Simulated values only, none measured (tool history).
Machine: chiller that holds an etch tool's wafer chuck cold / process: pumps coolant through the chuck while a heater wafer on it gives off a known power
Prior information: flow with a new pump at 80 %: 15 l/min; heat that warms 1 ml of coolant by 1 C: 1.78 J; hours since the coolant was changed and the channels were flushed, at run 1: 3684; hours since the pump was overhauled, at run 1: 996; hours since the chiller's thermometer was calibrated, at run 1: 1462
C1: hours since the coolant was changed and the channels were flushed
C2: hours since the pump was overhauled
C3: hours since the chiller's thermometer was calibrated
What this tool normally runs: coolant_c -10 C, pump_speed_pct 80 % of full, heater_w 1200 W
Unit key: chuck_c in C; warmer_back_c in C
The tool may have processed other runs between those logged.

Run 1, day 0: usual settings; C1 3684; C2 996; C3 1462. Result: chuck_c -1.9 C, warmer_back_c 2.79 C.
Run 2, day 1.858: usual settings; C1 3728; C2 1041; C3 1506. Result: chuck_c -2 C, warmer_back_c 2.75 C.
Run 3, day 3.446: usual settings but coolant_c -20 C; C1 3766; C2 1079; C3 1544. Result: chuck_c -11.9 C, warmer_back_c 2.74 C.
Run 4, day 4.454: usual settings; C1 3791; C2 1103; C3 1568. Result: chuck_c -1.9 C, warmer_back_c 2.77 C.
Run 5, day 6.671: usual settings; C1 3844; C2 1156; C3 1622. Result: chuck_c -1.8 C, warmer_back_c 2.72 C.
Run 6, day 7.667: usual settings; C1 3868; C2 1180; C3 1646. Result: chuck_c -2.1 C, warmer_back_c 2.77 C.
Run 7, day 9.629: usual settings; C1 3915; C2 1227; C3 1693. Result: chuck_c -2 C, warmer_back_c 2.74 C.
Run 8, day 11.746: usual settings but coolant_c -12 C, heater_w 607 W; C1 3966; C2 1278; C3 1743. Result: chuck_c -8.1 C, warmer_back_c 1.35 C.
Run 9, day 13.425: usual settings but coolant_c -12 C, pump_speed_pct 88 % of full, heater_w 607 W; C1 4006; C2 1318; C3 1784. Result: chuck_c -8.3 C, warmer_back_c 1.28 C.
At day 13.688: chiller's thermometer calibrated.
Run 10, day 15.075: usual settings but coolant_c -1 C, pump_speed_pct 66 % of full, heater_w 1604 W; C1 4045; C2 1357; C3 33. Result: chuck_c 12 C, warmer_back_c 4.61 C.
Run 11, day 17.383: usual settings but coolant_c -19 C, pump_speed_pct 86 % of full, heater_w 1604 W; C1 4100; C2 1412; C3 89. Result: chuck_c -8.9 C, warmer_back_c 3.44 C.
Run 12, day 19.625: usual settings but coolant_c -11 C, pump_speed_pct 73 % of full, heater_w 1448 W; C1 4154; C2 1466; C3 142. Result: chuck_c -0.5 C, warmer_back_c 3.72 C.
Run 13, day 20.617: usual settings but coolant_c -4 C, pump_speed_pct 82 % of full, heater_w 646 W; C1 4178; C2 1490; C3 166. Result: chuck_c 0 C, warmer_back_c 1.45 C.
Run 14, day 21.708: usual settings but pump_speed_pct 62 % of full, heater_w 1433 W; C1 4204; C2 1516; C3 192. Result: chuck_c 2.1 C, warmer_back_c 4.43 C.

Below are 4 alternative next runs, each starting from the tool's condition after run 14. Predict each:
At day 23.354: chiller's thermometer calibrated, once more.
Run A, day 24.062: usual settings but coolant_c -16 C; C1 4259; C2 1572; C3 17. Result: chuck_c ?, warmer_back_c ?.
At day 23.354: chiller's thermometer calibrated, once more.
Run B, day 24.062: usual settings but pump_speed_pct 86 % of full, heater_w 1433 W; C1 4259; C2 1572; C3 17. Result: chuck_c ?, warmer_back_c ?.
At day 23.354: chiller's thermometer calibrated, once more.
Run C, day 24.062: usual settings but pump_speed_pct 95 % of full, heater_w 1433 W; C1 4259; C2 1572; C3 17. Result: chuck_c ?, warmer_back_c ?.
At day 23.354: chiller's thermometer calibrated, once more.
Run D, day 24.062: usual settings but coolant_c -15 C, pump_speed_pct 91 % of full, heater_w 1538 W; C1 4259; C2 1572; C3 17. Result: chuck_c ?, warmer_back_c ?.

run  chuck_c  warmer_back_c
  A     -7.5           2.84
  B     -0.8           3.02
  C     -1.3           2.72
  D     -5.2           3.07
Without the tool's hidden state the same runs would have given:
run  chuck_c  warmer_back_c
  A     -8.2           2.74
  B     -1.6           2.91
  C     -2.1           2.62
  D       -6           2.97

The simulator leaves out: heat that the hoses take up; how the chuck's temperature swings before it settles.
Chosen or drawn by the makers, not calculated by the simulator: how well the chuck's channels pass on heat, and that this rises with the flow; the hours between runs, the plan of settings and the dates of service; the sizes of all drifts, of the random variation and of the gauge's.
